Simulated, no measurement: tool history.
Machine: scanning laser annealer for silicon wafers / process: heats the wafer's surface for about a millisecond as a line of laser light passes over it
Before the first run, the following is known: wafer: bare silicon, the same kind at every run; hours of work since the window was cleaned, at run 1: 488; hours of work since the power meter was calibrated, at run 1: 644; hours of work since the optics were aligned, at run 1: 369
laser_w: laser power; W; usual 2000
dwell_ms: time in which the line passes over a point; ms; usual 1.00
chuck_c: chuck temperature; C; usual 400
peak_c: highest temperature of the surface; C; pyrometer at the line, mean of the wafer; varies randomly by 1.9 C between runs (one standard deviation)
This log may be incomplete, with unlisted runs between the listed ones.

run	day	laser_w	dwell_ms	chuck_c	hours of work since the window was cleaned	hours of work since the power meter was calibrated	hours of work since the optics were aligned	peak_c
1	0.000	2000	1.00	400	488	644	369	1210
2	1.404	2092	1.00	400	503	659	384	1251
3	2.925	2092	0.75	400	519	675	400	1143
4	5.346	2057	1.00	400	545	701	426	1233
5	7.400	2000	1.00	424	567	723	448	1231
6	9.933	2000	1.04	400	594	750	475	1221
7	12.075	2000	1.04	400	616	773	498	1221
8	14.925	2000	1.00	400	647	804	528	1207
9	17.229	1704	1.00	400	672	828	553	1071
10	19.396	2000	1.00	400	695	851	576	1204
11	22.142	1933	0.93	400	724	881	605	1142
12	24.667	2137	1.00	374	751	908	632	1235
# day 25.033: optics aligned, line set to its width
13	26.350	1898	0.72	409	767	923	14	1053
14	27.779	1898	0.72	409	782	939	29	1055
15	30.442	1914	0.78	435	810	967	58	1107
16	32.058	1884	1.00	400	828	984	75	1143
# day 33.342: window over the wafer cleaned
17	33.342	1884	1.00	400	0	997	88	1164
# day 34.554: optics aligned, line set to its width, once more
18	35.658	1884	1.00	400	23	1020	12	1172
19	38.083	2000	0.79	365	48	1046	38	1104

3 ways to go on from here, each from the tool as it stands after run 19. What would each give?
A	40.329	2000	0.79	361	72	1070	62	?
B	40.329	1735	1.24	365	72	1070	62	?
C	40.329	2139	1.22	375	72	1070	62	?

run	peak_c
A	1096
B	1141
C	1355
Had the tool no hidden state, the same runs would have come out as:
run	peak_c
A	1102
B	1147
C	1362

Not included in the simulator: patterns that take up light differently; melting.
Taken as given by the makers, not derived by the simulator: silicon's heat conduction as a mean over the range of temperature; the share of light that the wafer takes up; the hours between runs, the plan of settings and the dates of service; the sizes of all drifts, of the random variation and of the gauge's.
